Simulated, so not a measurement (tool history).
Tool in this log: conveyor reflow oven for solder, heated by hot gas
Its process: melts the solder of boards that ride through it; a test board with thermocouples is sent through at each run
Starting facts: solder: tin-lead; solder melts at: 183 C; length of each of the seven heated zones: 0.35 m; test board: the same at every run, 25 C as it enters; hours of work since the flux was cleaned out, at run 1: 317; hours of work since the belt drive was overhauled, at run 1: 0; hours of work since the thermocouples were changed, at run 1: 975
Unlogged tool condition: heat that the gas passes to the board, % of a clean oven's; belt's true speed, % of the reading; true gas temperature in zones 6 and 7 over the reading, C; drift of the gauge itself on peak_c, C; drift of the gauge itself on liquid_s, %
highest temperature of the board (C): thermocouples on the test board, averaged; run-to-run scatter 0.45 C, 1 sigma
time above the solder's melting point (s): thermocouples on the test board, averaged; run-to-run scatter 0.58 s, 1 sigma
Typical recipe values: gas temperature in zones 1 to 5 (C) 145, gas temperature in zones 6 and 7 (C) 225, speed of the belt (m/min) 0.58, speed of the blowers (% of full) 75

| run | hour | gas temperature in zones 1 to 5 (C) | gas temperature in zones 6 and 7 (C) | speed of the belt (m/min) | speed of the blowers (% of full) | hours of work since the flux was cleaned out | hours of work since the belt drive was overhauled | hours of work since the thermocouples were changed | highest temperature of the board (C) | time above the solder's melting point (s) |
|---|---|---|---|---|---|---|---|---|---|---|
| 1 | 0 | 145 | 225 | 0.58 | 75 | 317 | 0 | 975 | 208.2 | 45.8 |
| 2 | 84.1 | 145 | 225 | 0.58 | 75 | 366 | 49 | 1024 | 208 | 45.3 |
| 3 | 132.5 | 145 | 225 | 0.58 | 75 | 394 | 78 | 1053 | 207.6 | 47 |
|  | 144.9 | thermocouples of zones 6 and 7 changed |
|  | 188.3 | flux residue cleaned out of gas plates and filters |
| 4 | 193.6 | 145 | 225 | 0.58 | 75 | 3 | 109 | 26 | 208 | 48.6 |
| 5 | 247.8 | 145 | 225 | 0.58 | 75 | 35 | 141 | 57 | 207.3 | 47.2 |
| 6 | 333 | 145 | 225 | 0.58 | 75 | 85 | 191 | 107 | 207.1 | 47.1 |
| 7 | 399.5 | 145 | 225 | 0.58 | 75 | 124 | 230 | 146 | 206.8 | 48.3 |

Run 8, settings as shown, results not yet in. Your forecast:
| 8 | 467.9 | 145 | 225 | 0.58 | 75 | 164 | 270 | 186 | ? | ? |

highest temperature of the board (C): 205.8
time above the solder's melting point (s): 47.3
With the hidden condition absent and the run-to-run variation left alone, this run would have shown highest temperature of the board (C) 206.5, time above the solder's melting point (s) 48.1.

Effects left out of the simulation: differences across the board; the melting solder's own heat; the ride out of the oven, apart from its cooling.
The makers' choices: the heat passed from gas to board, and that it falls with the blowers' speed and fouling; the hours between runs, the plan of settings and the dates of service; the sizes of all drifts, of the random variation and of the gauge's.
